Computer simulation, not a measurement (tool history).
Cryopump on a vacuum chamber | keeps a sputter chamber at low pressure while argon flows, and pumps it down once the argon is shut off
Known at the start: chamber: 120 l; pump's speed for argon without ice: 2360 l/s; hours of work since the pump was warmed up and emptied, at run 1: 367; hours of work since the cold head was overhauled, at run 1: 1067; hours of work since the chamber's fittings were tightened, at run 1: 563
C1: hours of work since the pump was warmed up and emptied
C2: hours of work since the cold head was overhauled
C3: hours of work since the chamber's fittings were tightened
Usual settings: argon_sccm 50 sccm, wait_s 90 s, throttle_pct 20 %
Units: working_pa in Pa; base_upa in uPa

run 1 day=0.000 | argon_sccm=50 wait_s=90 throttle_pct=20 | C1=367 C2=1067 C3=563 | working_pa=0.1861 base_upa=0.93
run 2 day=1.642 | argon_sccm=50 wait_s=90 throttle_pct=20 | C1=400 C2=1100 C3=596 | working_pa=0.1871 base_upa=0.96
run 3 day=3.204 | argon_sccm=40 wait_s=90 throttle_pct=20 | C1=431 C2=1131 C3=627 | working_pa=0.1515 base_upa=1.02
run 4 day=4.729 | argon_sccm=40 wait_s=90 throttle_pct=20 | C1=462 C2=1161 C3=658 | working_pa=0.1527 base_upa=1.06
run 5 day=5.488 | argon_sccm=40 wait_s=90 throttle_pct=20 | C1=477 C2=1176 C3=673 | working_pa=0.1523 base_upa=1.03
run 6 day=6.412 | argon_sccm=40 wait_s=90 throttle_pct=20 | C1=495 C2=1195 C3=691 | working_pa=0.1533 base_upa=1.09
run 7 day=7.638 | argon_sccm=40 wait_s=90 throttle_pct=20 | C1=520 C2=1219 C3=716 | working_pa=0.1543 base_upa=1.12
run 8 day=8.758 | argon_sccm=40 wait_s=90 throttle_pct=20 | C1=542 C2=1242 C3=738 | working_pa=0.1537 base_upa=1.15
run 9 day=10.071 | argon_sccm=40 wait_s=90 throttle_pct=27 | C1=568 C2=1268 C3=764 | working_pa=0.1172 base_upa=1.19
run 10 day=11.671 | argon_sccm=50 wait_s=90 throttle_pct=20 | C1=600 C2=1300 C3=796 | working_pa=0.1953 base_upa=1.24
run 11 day=13.204 | argon_sccm=50 wait_s=90 throttle_pct=20 | C1=631 C2=1331 C3=827 | working_pa=0.1954 base_upa=1.25
run 12 day=14.658 | argon_sccm=50 wait_s=90 throttle_pct=20 | C1=660 C2=1360 C3=856 | working_pa=0.1963 base_upa=1.32
-- day=15.012 pump warmed up, emptied and cooled again
run 13 day=15.812 | argon_sccm=50 wait_s=90 throttle_pct=20 | C1=16 C2=1379 C3=875 | working_pa=0.1803 base_upa=1.02
run 14 day=17.083 | argon_sccm=42 wait_s=90 throttle_pct=20 | C1=41 C2=1404 C3=900 | working_pa=0.1510 base_upa=1.05
run 15 day=17.892 | argon_sccm=21 wait_s=162 throttle_pct=25 | C1=58 C2=1420 C3=916 | working_pa=0.0601 base_upa=0.92
run 16 day=18.988 | argon_sccm=94 wait_s=26 throttle_pct=20 | C1=79 C2=1442 C3=938 | working_pa=0.3407 base_upa=1.99
run 17 day=20.238 | argon_sccm=50 wait_s=205 throttle_pct=33 | C1=104 C2=1467 C3=963 | working_pa=0.1118 base_upa=0.93
run 18 day=21.554 | argon_sccm=50 wait_s=205 throttle_pct=33 | C1=131 C2=1493 C3=990 | working_pa=0.1110 base_upa=0.95
run 19 day=22.392 | argon_sccm=75 wait_s=59 throttle_pct=55 | C1=147 C2=1510 C3=1006 | working_pa=0.1024 base_upa=1.39
run 20 day=23.162 | argon_sccm=22 wait_s=157 throttle_pct=20 | C1=163 C2=1525 C3=1022 | working_pa=0.0803 base_upa=1.02
run 21 day=24.588 | argon_sccm=22 wait_s=157 throttle_pct=20 | C1=191 C2=1554 C3=1050 | working_pa=0.0815 base_upa=1.08
run 22 day=26.225 | argon_sccm=40 wait_s=20 throttle_pct=20 | C1=224 C2=1587 C3=1083 | working_pa=0.1472 base_upa=2.60
run 23 day=27.679 | argon_sccm=63 wait_s=35 throttle_pct=17 | C1=253 C2=1616 C3=1112 | working_pa=0.2707 base_upa=1.89
run 24 day=29.125 | argon_sccm=63 wait_s=35 throttle_pct=17 | C1=282 C2=1644 C3=1141 | working_pa=0.2734 base_upa=1.88
run 25 day=30.212 | argon_sccm=84 wait_s=85 throttle_pct=18 | C1=304 C2=1666 C3=1163 | working_pa=0.3451 base_upa=1.31
run 26 day=31.029 | argon_sccm=86 wait_s=90 throttle_pct=32 | C1=320 C2=1683 C3=1179 | working_pa=0.2059 base_upa=1.36
run 27 day=31.846 | argon_sccm=86 wait_s=90 throttle_pct=32 | C1=336 C2=1699 C3=1195 | working_pa=0.2061 base_upa=1.42

Measured less the same run without the tool's hidden state. The same run-to-run variation is in both; the gauge's scatter may not be:
The hidden state here: pump's speed, % of a pump's without ice; cold plate's temperature, K; leak into the chamber, uPa l/s; drift of the gauge itself on working_pa, %; drift of the gauge itself on base_upa, %.
run=1 working_pa=+0.0082 base_upa=+0.42
run=2 working_pa=+0.0090 base_upa=+0.47
run=3 working_pa=+0.0080 base_upa=+0.51
run=4 working_pa=+0.0089 base_upa=+0.55
run=5 working_pa=+0.0091 base_upa=+0.55
run=6 working_pa=+0.0097 base_upa=+0.56
run=7 working_pa=+0.0103 base_upa=+0.60
run=8 working_pa=+0.0110 base_upa=+0.64
run=9 working_pa=+0.0118 base_upa=+0.69
run=10 working_pa=+0.0158 base_upa=+0.72
run=11 working_pa=+0.0170 base_upa=+0.75
run=12 working_pa=+0.0182 base_upa=+0.81
run=13 working_pa=+0.0006 base_upa=+0.51
run=14 working_pa=+0.0009 base_upa=+0.54
run=15 working_pa=+0.0006 base_upa=+0.57
run=16 working_pa=+0.0034 base_upa=+0.58
run=17 working_pa=+0.0023 base_upa=+0.62
run=18 working_pa=+0.0029 base_upa=+0.63
run=19 working_pa=+0.0048 base_upa=+0.66
run=20 working_pa=+0.0016 base_upa=+0.67
run=21 working_pa=+0.0019 base_upa=+0.72
run=22 working_pa=+0.0039 base_upa=+0.74
run=23 working_pa=+0.0071 base_upa=+0.78
run=24 working_pa=+0.0080 base_upa=+0.80
run=25 working_pa=+0.0116 base_upa=+0.81
run=26 working_pa=+0.0127 base_upa=+0.85
run=27 working_pa=+0.0134 base_upa=+0.89
